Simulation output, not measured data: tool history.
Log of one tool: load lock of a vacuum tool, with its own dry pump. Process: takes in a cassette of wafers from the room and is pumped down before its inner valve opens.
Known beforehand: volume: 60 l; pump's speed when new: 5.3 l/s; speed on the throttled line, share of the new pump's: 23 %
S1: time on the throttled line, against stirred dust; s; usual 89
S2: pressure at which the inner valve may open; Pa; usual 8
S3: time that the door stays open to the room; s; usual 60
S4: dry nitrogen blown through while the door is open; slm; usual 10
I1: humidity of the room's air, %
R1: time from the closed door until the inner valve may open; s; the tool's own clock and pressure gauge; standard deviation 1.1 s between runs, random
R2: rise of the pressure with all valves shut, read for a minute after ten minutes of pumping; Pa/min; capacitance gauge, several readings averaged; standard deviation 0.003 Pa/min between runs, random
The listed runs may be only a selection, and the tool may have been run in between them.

run 1 day=0 | S1=89 S2=8 S3=60 S4=10 | I1=44.6 | R1=188.5 R2=0.1
run 2 day=10.412 | S1=89 S2=8 S3=31 S4=10 | I1=45.7 | R1=187.4 R2=0.096
run 3 day=23.125 | S1=89 S2=8 S3=31 S4=10 | I1=41.2 | R1=188 R2=0.096
run 4 day=33.1 | S1=89 S2=8 S3=31 S4=10 | I1=43 | R1=189.9 R2=0.097
run 5 day=47.888 | S1=89 S2=8 S3=31 S4=10 | I1=47.8 | R1=186.5 R2=0.105
run 6 day=56.5 | S1=89 S2=8 S3=57 S4=10 | I1=48.6 | R1=189.7 R2=0.109
run 7 day=65.442 | S1=89 S2=8 S3=60 S4=10 | I1=46.1 | R1=188.6 R2=0.11
run 8 day=77.038 | S1=89 S2=8 S3=60 S4=29 | I1=44.1 | R1=191 R2=0.107
run 9 day=93.117 | S1=89 S2=8 S3=60 S4=29 | I1=44.1 | R1=188.9 R2=0.108
run 10 day=103.692 | S1=89 S2=8 S3=60 S4=29 | I1=45 | R1=188.8 R2=0.114
run 11 day=118.05 | S1=89 S2=8 S3=60 S4=10 | I1=44.4 | R1=189.2 R2=0.121
run 12 day=130.804 | S1=89 S2=8 S3=60 S4=10 | I1=47.8 | R1=189 R2=0.129
-- day=146.196 dry pump taken out, an overhauled one fitted
run 13 day=146.575 | S1=89 S2=8 S3=60 S4=10 | I1=42.4 | R1=175.5 R2=0.128

Expected results for the next run?
run 14 day=153.462 | S1=89 S2=13 S3=222 S4=9 | I1=45.8 | R1=? R2=?

For run 14 the tool returned R1 168.4 s, R2 0.153 Pa/min.
Were there no unlogged condition in the tool, this run, its random variation unchanged, would have produced R1 168.6 s, R2 0.051 Pa/min.

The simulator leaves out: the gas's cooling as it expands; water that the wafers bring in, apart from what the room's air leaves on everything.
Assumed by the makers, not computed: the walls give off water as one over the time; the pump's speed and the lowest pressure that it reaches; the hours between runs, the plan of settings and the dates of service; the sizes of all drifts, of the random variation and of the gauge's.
